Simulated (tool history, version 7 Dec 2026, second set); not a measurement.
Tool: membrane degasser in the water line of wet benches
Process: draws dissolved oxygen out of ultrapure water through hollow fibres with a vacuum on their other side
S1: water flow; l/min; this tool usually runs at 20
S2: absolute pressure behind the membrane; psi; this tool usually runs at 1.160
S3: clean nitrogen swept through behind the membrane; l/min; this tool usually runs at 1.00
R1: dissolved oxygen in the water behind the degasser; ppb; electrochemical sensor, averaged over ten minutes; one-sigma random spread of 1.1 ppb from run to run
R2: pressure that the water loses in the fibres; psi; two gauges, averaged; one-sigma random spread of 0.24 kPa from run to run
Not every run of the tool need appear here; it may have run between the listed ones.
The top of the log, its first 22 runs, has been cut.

| run | hour | S1 | S2 | S3 | R1 | R2 |
|---|---|---|---|---|---|---|
| 23 | 2299.2 | 27 | 0.938 | 0.43 | 371.4 | 12.523 |
| 24 | 2365.4 | 20 | 1.088 | 2.97 | 72.9 | 9.294 |
| 25 | 2470.6 | 20 | 1.848 | 2.97 | 157.3 | 9.259 |
| 26 | 2603.7 | 14 | 1.848 | 0.48 | 555.8 | 6.514 |
| 27 | 2732.6 | 14 | 1.848 | 0.48 | 558.4 | 6.570 |
| 28 | 2811.2 | 21 | 1.214 | 2.36 | 114.0 | 9.739 |
| 29 | 2888.8 | 20 | 1.160 | 0.89 | 238.3 | 9.382 |
| 30 | 3027.4 | 20 | 1.160 | 0.89 | 237.5 | 9.332 |
| 31 | 3144.8 | 17 | 0.761 | 1.00 | 82.1 | 7.928 |
| 32 | 3207.5 | 17 | 0.761 | 1.00 | 83.1 | 8.006 |

Here are 3 independent what-if runs from the current tool condition. What would each one return?
| A | 3324.2 | 16 | 1.160 | 1.00 | ? | ? |
| B | 3324.2 | 17 | 0.761 | 0.44 | ? | ? |
| C | 3324.2 | 16 | 1.517 | 1.00 | ? | ? |

| run | R1 | R2 |
|---|---|---|
| A | 176.0 | 7.446 |
| B | 164.8 | 7.963 |
| C | 266.1 | 7.527 |
With the hidden condition removed and each run's random variation left untouched, the same runs would have given:
| run | R1 | R2 |
|---|---|---|
| A | 172.0 | 7.039 |
| B | 158.8 | 7.527 |
| C | 261.6 | 7.116 |

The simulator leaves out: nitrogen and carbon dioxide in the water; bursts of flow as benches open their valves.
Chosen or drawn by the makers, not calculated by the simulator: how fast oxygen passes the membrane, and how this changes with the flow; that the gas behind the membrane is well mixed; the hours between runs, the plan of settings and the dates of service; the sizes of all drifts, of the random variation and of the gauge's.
